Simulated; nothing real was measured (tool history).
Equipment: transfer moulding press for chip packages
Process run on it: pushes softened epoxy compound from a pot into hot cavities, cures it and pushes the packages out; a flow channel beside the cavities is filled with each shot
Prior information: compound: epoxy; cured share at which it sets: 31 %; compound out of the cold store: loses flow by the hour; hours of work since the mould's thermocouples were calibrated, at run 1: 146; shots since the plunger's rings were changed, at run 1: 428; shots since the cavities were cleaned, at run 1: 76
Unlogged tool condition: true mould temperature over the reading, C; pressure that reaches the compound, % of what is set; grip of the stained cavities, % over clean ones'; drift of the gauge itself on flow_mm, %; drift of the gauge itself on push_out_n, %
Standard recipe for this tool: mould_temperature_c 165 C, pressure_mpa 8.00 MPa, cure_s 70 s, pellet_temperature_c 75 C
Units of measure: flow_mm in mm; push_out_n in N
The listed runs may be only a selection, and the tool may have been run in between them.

run     day  mould_temperature_c  pressure_mpa  cure_s  pellet_temperature_c  hours of work since the mould's thermocouples were calibrated  shots since the plunger's rings were changed  shots since the cavities were cleaned  incoming compound's hours out of the cold store  flow_mm  push_out_n
  1   0.000                  165          8.00      70                    75                                                            146                                           428                                     76                                             32.4      660         672
      1.250  -- cavities cleaned with cleaning compound and waxed
  2   2.154                  165          8.00      70                    75                                                            177                                          1198                                    333                                             21.7      699        1029
      2.696  -- cavities cleaned with cleaning compound and waxed
      4.062  -- cavities cleaned with cleaning compound and waxed
  3   4.317                  166          8.00      70                    75                                                            206                                          1949                                     93                                              8.1      750         646
      5.538  -- cavities cleaned with cleaning compound and waxed
      6.942  -- cavities cleaned with cleaning compound and waxed
  4   7.283                  166          8.00      70                    75                                                            248                                          2997                                    127                                             19.4      685         669
      8.346  -- cavities cleaned with cleaning compound and waxed
  5   8.904                  165          8.32      70                    75                                                            271                                          3571                                    207                                             38.9      625         703
      9.867  -- cavities cleaned with cleaning compound and waxed
  6  10.996                  167          8.32      70                    75                                                            301                                          4317                                    415                                             39.9      599         711
     11.229  -- cavities cleaned with cleaning compound and waxed
  7  12.308                  167          8.32      70                    75                                                            319                                          4778                                    398                                             13.8      698         743
     12.662  -- plunger's sealing rings changed
     12.725  -- cavities cleaned with cleaning compound and waxed
     14.167  -- cavities cleaned with cleaning compound and waxed
  8  15.179                  167          8.32      70                    75                                                            358                                           882                                    374                                             11.0      757         740
     15.554  -- cavities cleaned with cleaning compound and waxed
     17.029  -- cavities cleaned with cleaning compound and waxed
  9  17.629                  167          8.32      70                    75                                                            392                                          1737                                    221                                             29.1      659         650
     17.958  -- cavities cleaned with cleaning compound and waxed, once more
     19.458  -- cavities cleaned with cleaning compound and waxed
 10  19.733                  165          8.25      70                    75                                                            421                                          2468                                    103                                             19.0      704         679
     20.917  -- cavities cleaned with cleaning compound and waxed
     22.029  -- mould's thermocouples calibrated
     22.358  -- cavities cleaned with cleaning compound and waxed
 11  22.904                  165          8.00      70                    75                                                             12                                          3559                                    202                                             12.1      715         752
     23.733  -- cavities cleaned with cleaning compound and waxed
 12  24.658                  165          8.00      70                    75                                                             37                                          4182                                    340                                             35.5      613         782
     25.133  -- cavities cleaned with cleaning compound and waxed
     26.675  -- plunger's sealing rings changed
     26.738  -- cavities cleaned with cleaning compound and waxed
 13  26.975                  165          8.08      70                    75                                                             67                                            87                                     87                                             46.2      614         640
     28.179  -- cavities cleaned with cleaning compound and waxed
 14  29.221                  165          8.08      70                    75                                                             99                                           890                                    382                                             14.4      746         840
     29.733  -- cavities cleaned with cleaning compound and waxed
     31.167  -- cavities cleaned with cleaning compound and waxed
 15  31.329                  165          8.08      70                    75                                                            128                                          1622                                     60                                             47.5      590         624
     32.612  -- cavities cleaned with cleaning compound and waxed
     34.000  -- cavities cleaned with cleaning compound and waxed
 16  34.000                  165          8.00      58                    85                                                            165                                          2560                                      0                                             24.3      669         948
     35.362  -- cavities cleaned with cleaning compound and waxed
     36.883  -- cavities cleaned with cleaning compound and waxed
 17  37.079                  165          8.00      84                    75                                                            209                                          3648                                     71                                             18.8      687         530
     38.396  -- cavities cleaned with cleaning compound and waxed
 18  39.475                  165          6.29     100                    78                                                            243                                          4507                                    396                                              9.0      636         566
     39.746  -- cavities cleaned with cleaning compound and waxed
     40.567  -- plunger's sealing rings changed
     41.246  -- cavities cleaned with cleaning compound and waxed
 19  42.462                  166          6.29      57                    78                                                            283                                           675                                    448                                             34.4      563        1329
     42.650  -- cavities cleaned with cleaning compound and waxed
     44.138  -- cavities cleaned with cleaning compound and waxed
 20  44.138                  165          8.00      83                    75                                                            306                                          1246                                      0                                             26.9      681         483
     45.675  -- cavities cleaned with cleaning compound and waxed
 21  46.588                  165          8.00      83                    75                                                            341                                          2125                                    336                                             27.2      666         613
     47.058  -- cavities cleaned with cleaning compound and waxed
     48.517  -- cavities cleaned with cleaning compound and waxed
 22  48.567                  158          7.34      70                    75                                                            368                                          2809                                     18                                             31.7      637        1031
     50.062  -- cavities cleaned with cleaning compound and waxed
 23  51.212                  165          7.78      74                    69                                                            406                                          3760                                    423                                             41.1      586         750
     51.517  -- cavities cleaned with cleaning compound and waxed
     52.992  -- cavities cleaned with cleaning compound and waxed
 24  54.004                  165          7.78      74                    67                                                            445                                          4743                                    373                                              9.3      705         797

Here are 3 independent what-if runs from the current tool condition. What would each one return?
     54.396  -- plunger's sealing rings changed
     54.458  -- cavities cleaned with cleaning compound and waxed
     54.767  -- mould's thermocouples calibrated
  A  55.792                  163          7.78      89                    75                                                             15                                           461                                    461                                             26.5        ?           ?
     54.396  -- plunger's sealing rings changed
     54.458  -- cavities cleaned with cleaning compound and waxed
     54.767  -- mould's thermocouples calibrated
  B  55.792                  170          7.78      74                    67                                                             15                                           461                                    461                                              9.7        ?           ?
     54.396  -- plunger's sealing rings changed
     54.458  -- cavities cleaned with cleaning compound and waxed
     54.767  -- mould's thermocouples calibrated
  C  55.792                  172          6.27      70                    75                                                             15                                           461                                    461                                             12.1        ?           ?

run  flow_mm  push_out_n
  A      671         631
  B      728         634
  C      638         627
With no hidden state in the tool, these same runs would have given:
run  flow_mm  push_out_n
  A      679         477
  B      737         479
  C      646         473

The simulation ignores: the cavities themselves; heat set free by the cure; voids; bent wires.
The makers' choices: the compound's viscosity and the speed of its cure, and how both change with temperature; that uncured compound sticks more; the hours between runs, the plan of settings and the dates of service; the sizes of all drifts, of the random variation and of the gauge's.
